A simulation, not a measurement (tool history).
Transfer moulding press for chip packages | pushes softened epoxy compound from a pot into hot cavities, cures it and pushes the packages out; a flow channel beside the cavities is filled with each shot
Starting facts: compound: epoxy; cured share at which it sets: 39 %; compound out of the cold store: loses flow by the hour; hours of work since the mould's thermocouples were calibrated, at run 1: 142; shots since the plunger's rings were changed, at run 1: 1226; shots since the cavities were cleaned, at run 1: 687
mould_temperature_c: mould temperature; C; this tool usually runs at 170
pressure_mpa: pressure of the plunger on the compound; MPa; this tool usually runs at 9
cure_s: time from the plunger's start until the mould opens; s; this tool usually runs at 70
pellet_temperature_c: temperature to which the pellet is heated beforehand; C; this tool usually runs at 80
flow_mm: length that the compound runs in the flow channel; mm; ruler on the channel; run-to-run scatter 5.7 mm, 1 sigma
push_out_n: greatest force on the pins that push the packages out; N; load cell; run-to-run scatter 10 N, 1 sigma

| run | hour | mould_temperature_c | pressure_mpa | cure_s | pellet_temperature_c | hours of work since the mould's thermocouples were calibrated | shots since the plunger's rings were changed | shots since the cavities were cleaned | incoming compound's hours out of the cold store | flow_mm | push_out_n |
|---|---|---|---|---|---|---|---|---|---|---|---|
| 1 | 0 | 170 | 9 | 70 | 80 | 142 | 1226 | 687 | 27.3 | 658 | 667 |
| 2 | 13.6 | 170 | 9 | 70 | 76 | 150 | 1385 | 846 | 44.1 | 606 | 628 |
|  | 35.7 | cavities cleaned with cleaning compound and waxed |
| 3 | 43.2 | 170 | 9 | 70 | 80 | 165 | 1714 | 88 | 43.6 | 607 | 500 |
| 4 | 64.7 | 170 | 9 | 70 | 80 | 177 | 1965 | 339 | 37 | 614 | 580 |
| 5 | 85.8 | 170 | 9 | 70 | 80 | 189 | 2212 | 586 | 15.6 | 682 | 656 |
| 6 | 104.7 | 170 | 8.81 | 70 | 80 | 199 | 2433 | 807 | 28.4 | 636 | 642 |
|  | 129.8 | cavities cleaned with cleaning compound and waxed |
| 7 | 132.8 | 170 | 8.81 | 70 | 80 | 214 | 2744 | 36 | 32.3 | 623 | 473 |
| 8 | 155.2 | 170 | 9 | 70 | 80 | 226 | 3006 | 298 | 42.5 | 594 | 538 |
| 9 | 168.8 | 170 | 7.46 | 70 | 80 | 233 | 3164 | 456 | 10.7 | 642 | 639 |
|  | 173 | mould's thermocouples calibrated |
| 10 | 196.5 | 170 | 7.46 | 70 | 80 | 13 | 3465 | 757 | 21.6 | 592 | 671 |
|  | 225.7 | cavities cleaned with cleaning compound and waxed |
| 11 | 225.7 | 170 | 7.46 | 70 | 80 | 28 | 3789 | 0 | 46.4 | 518 | 438 |
|  | 233.2 | mould's thermocouples calibrated, once more |
|  | 235.7 | plunger's sealing rings changed |
| 12 | 243.5 | 170 | 7.46 | 99 | 80 | 4 | 90 | 155 | 28.2 | 613 | 383 |
| 13 | 260.5 | 170 | 9 | 52 | 80 | 14 | 289 | 354 | 27.8 | 667 | 1204 |
| 14 | 285.5 | 170 | 7.83 | 78 | 87 | 27 | 581 | 646 | 47.2 | 559 | 534 |
| 15 | 304.6 | 163 | 7.81 | 53 | 86 | 38 | 805 | 870 | 11.4 | 682 | 1929 |
|  | 324.8 | cavities cleaned with cleaning compound and waxed |
| 16 | 329.7 | 166 | 10.63 | 78 | 80 | 51 | 1082 | 58 | 45.5 | 647 | 477 |
| 17 | 342.1 | 175 | 10.35 | 78 | 80 | 58 | 1226 | 202 | 25.6 | 707 | 408 |
| 18 | 358.5 | 175 | 7.81 | 78 | 80 | 67 | 1418 | 394 | 23.1 | 628 | 434 |
| 19 | 379.2 | 172 | 9 | 59 | 80 | 78 | 1660 | 636 | 8.8 | 720 | 920 |
| 20 | 401.4 | 172 | 9 | 59 | 80 | 90 | 1919 | 895 | 29.1 | 637 | 811 |

Alternative continuations, all from the tool just after run 20; predict every row:
|  | 418.7 | cavities cleaned with cleaning compound and waxed |
| A | 429.8 | 172 | 10.96 | 78 | 80 | 105 | 2234 | 129 | 24.5 | ? | ? |
|  | 418.7 | cavities cleaned with cleaning compound and waxed |
| B | 429.8 | 168 | 9 | 92 | 80 | 105 | 2234 | 129 | 30.4 | ? | ? |
|  | 418.7 | cavities cleaned with cleaning compound and waxed |
| C | 429.8 | 172 | 7.07 | 52 | 71 | 105 | 2234 | 129 | 12.6 | ? | ? |
|  | 418.7 | cavities cleaned with cleaning compound and waxed |
| D | 429.8 | 172 | 9 | 59 | 85 | 105 | 2234 | 129 | 18.5 | ? | ? |

| run | flow_mm | push_out_n |
|---|---|---|
| A | 732 | 415 |
| B | 642 | 388 |
| C | 625 | 1039 |
| D | 676 | 692 |
Without the tool's hidden state the same runs would have given:
| run | flow_mm | push_out_n |
|---|---|---|
| A | 761 | 365 |
| B | 668 | 337 |
| C | 650 | 927 |
| D | 703 | 620 |
